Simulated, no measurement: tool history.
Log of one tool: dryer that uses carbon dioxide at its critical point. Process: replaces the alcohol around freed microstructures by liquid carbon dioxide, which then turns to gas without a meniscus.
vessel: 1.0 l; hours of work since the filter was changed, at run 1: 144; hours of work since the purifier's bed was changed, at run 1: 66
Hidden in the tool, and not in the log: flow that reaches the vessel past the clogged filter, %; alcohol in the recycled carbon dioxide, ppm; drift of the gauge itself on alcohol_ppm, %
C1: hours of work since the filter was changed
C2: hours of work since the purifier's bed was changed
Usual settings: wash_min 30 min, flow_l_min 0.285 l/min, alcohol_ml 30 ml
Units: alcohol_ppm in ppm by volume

{"run": 1, "hour": 0.0, "wash_min": 30, "flow_l_min": 0.285, "alcohol_ml": 30, "C1": 144, "C2": 66, "alcohol_ppm": 85}
{"run": 2, "hour": 6.7, "wash_min": 30, "flow_l_min": 0.285, "alcohol_ml": 30, "C1": 148, "C2": 70, "alcohol_ppm": 105}
{"run": 3, "hour": 16.2, "wash_min": 30, "flow_l_min": 0.285, "alcohol_ml": 30, "C1": 154, "C2": 76, "alcohol_ppm": 93}
{"run": 4, "hour": 24.3, "wash_min": 32, "flow_l_min": 0.285, "alcohol_ml": 30, "C1": 159, "C2": 81, "alcohol_ppm": 71}
{"run": 5, "hour": 29.0, "wash_min": 32, "flow_l_min": 0.285, "alcohol_ml": 30, "C1": 162, "C2": 84, "alcohol_ppm": 76}
{"run": 6, "hour": 36.7, "wash_min": 30, "flow_l_min": 0.417, "alcohol_ml": 30, "C1": 167, "C2": 88, "alcohol_ppm": 24}
{"run": 7, "hour": 41.5, "wash_min": 30, "flow_l_min": 0.417, "alcohol_ml": 30, "C1": 170, "C2": 91, "alcohol_ppm": 21}
{"run": 8, "hour": 51.4, "wash_min": 35, "flow_l_min": 0.181, "alcohol_ml": 26, "C1": 176, "C2": 97, "alcohol_ppm": 384}
{"run": 9, "hour": 58.9, "wash_min": 35, "flow_l_min": 0.181, "alcohol_ml": 26, "C1": 180, "C2": 102, "alcohol_ppm": 387}
{"run": 10, "hour": 67.1, "wash_min": 19, "flow_l_min": 0.198, "alcohol_ml": 71, "C1": 185, "C2": 107, "alcohol_ppm": 5763}

Forecast run 11:
{"run": 11, "hour": 74.9, "wash_min": 30, "flow_l_min": 0.178, "alcohol_ml": 30, "C1": 190, "C2": 112, "alcohol_ppm": "?"}

Run 11 gave alcohol_ppm 868 ppm by volume.
Without the tool's hidden state the same run would have given alcohol_ppm 635 ppm by volume.

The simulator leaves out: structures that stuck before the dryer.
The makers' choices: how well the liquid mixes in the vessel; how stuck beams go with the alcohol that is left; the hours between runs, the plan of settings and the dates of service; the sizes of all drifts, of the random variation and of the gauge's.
